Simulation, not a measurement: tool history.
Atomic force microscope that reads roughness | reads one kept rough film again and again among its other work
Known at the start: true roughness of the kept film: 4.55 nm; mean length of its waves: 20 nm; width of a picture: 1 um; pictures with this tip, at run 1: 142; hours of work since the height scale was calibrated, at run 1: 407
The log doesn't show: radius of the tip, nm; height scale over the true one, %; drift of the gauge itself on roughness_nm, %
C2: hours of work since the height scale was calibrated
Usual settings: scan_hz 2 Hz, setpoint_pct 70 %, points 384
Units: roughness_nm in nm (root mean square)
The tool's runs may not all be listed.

run 1 hour=0 | scan_hz=2 setpoint_pct=70 points=384 | pictures_with_this_tip=142 C2=407 | roughness_nm=3.061
run 2 hour=24.9 | scan_hz=2 setpoint_pct=70 points=384 | pictures_with_this_tip=174 C2=417 | roughness_nm=3.056
run 3 hour=46.2 | scan_hz=2 setpoint_pct=70 points=384 | pictures_with_this_tip=201 C2=426 | roughness_nm=3.026
run 4 hour=71 | scan_hz=2 setpoint_pct=70 points=384 | pictures_with_this_tip=233 C2=437 | roughness_nm=3.076
run 5 hour=87.3 | scan_hz=2 setpoint_pct=70 points=384 | pictures_with_this_tip=254 C2=443 | roughness_nm=3.041
run 6 hour=113.2 | scan_hz=2 setpoint_pct=70 points=384 | pictures_with_this_tip=288 C2=454 | roughness_nm=3.044
run 7 hour=134.4 | scan_hz=2 setpoint_pct=70 points=384 | pictures_with_this_tip=315 C2=463 | roughness_nm=3.043
run 8 hour=154.1 | scan_hz=2 setpoint_pct=70 points=384 | pictures_with_this_tip=341 C2=471 | roughness_nm=3.048
-- hour=163.3 new tip fitted
run 9 hour=165.7 | scan_hz=2 setpoint_pct=70 points=384 | pictures_with_this_tip=3 C2=476 | roughness_nm=3.075
run 10 hour=187.2 | scan_hz=2 setpoint_pct=70 points=384 | pictures_with_this_tip=31 C2=485 | roughness_nm=3.072
run 11 hour=207.6 | scan_hz=1.38 setpoint_pct=80 points=384 | pictures_with_this_tip=57 C2=493 | roughness_nm=3.005
run 12 hour=219.3 | scan_hz=1.38 setpoint_pct=80 points=764 | pictures_with_this_tip=72 C2=498 | roughness_nm=3.067
run 13 hour=237.5 | scan_hz=1.38 setpoint_pct=80 points=764 | pictures_with_this_tip=96 C2=506 | roughness_nm=3.034
run 14 hour=261 | scan_hz=2 setpoint_pct=86 points=574 | pictures_with_this_tip=126 C2=516 | roughness_nm=2.758
run 15 hour=281.2 | scan_hz=1.58 setpoint_pct=70 points=404 | pictures_with_this_tip=152 C2=524 | roughness_nm=3.137
run 16 hour=297.9 | scan_hz=1.55 setpoint_pct=90 points=384 | pictures_with_this_tip=174 C2=531 | roughness_nm=2.76
run 17 hour=318.9 | scan_hz=2 setpoint_pct=64 points=384 | pictures_with_this_tip=201 C2=540 | roughness_nm=3.161
run 18 hour=344.5 | scan_hz=2 setpoint_pct=64 points=384 | pictures_with_this_tip=234 C2=550 | roughness_nm=3.164
run 19 hour=367.1 | scan_hz=2 setpoint_pct=64 points=384 | pictures_with_this_tip=263 C2=560 | roughness_nm=3.138
run 20 hour=386.1 | scan_hz=0.54 setpoint_pct=73 points=384 | pictures_with_this_tip=288 C2=568 | roughness_nm=3.25

Hidden state or all else? Some run-to-run changes of roughness_nm, split into what the settings, what came in and random variation would give without the hidden state, and what is left for the hidden state (with any gauge scatter that isn't in both results):
Run 3 -> 4: no setting changed, nothing entered. roughness_nm +0.05 nm (root mean square): hidden state -0.002, all else +0.052.
Run 8 -> 9: new tip fitted. roughness_nm +0.027 nm (root mean square): hidden state +0.015, all else +0.012.
Run 14 -> 15: scan_hz 2 -> 1.58, setpoint_pct 86 -> 70, points 574 -> 404. roughness_nm +0.379 nm (root mean square): hidden state -0.001, all else +0.38.
Run 16 -> 17: scan_hz 1.55 -> 2, setpoint_pct 90 -> 64. roughness_nm +0.401 nm (root mean square): hidden state -0.002, all else +0.403.

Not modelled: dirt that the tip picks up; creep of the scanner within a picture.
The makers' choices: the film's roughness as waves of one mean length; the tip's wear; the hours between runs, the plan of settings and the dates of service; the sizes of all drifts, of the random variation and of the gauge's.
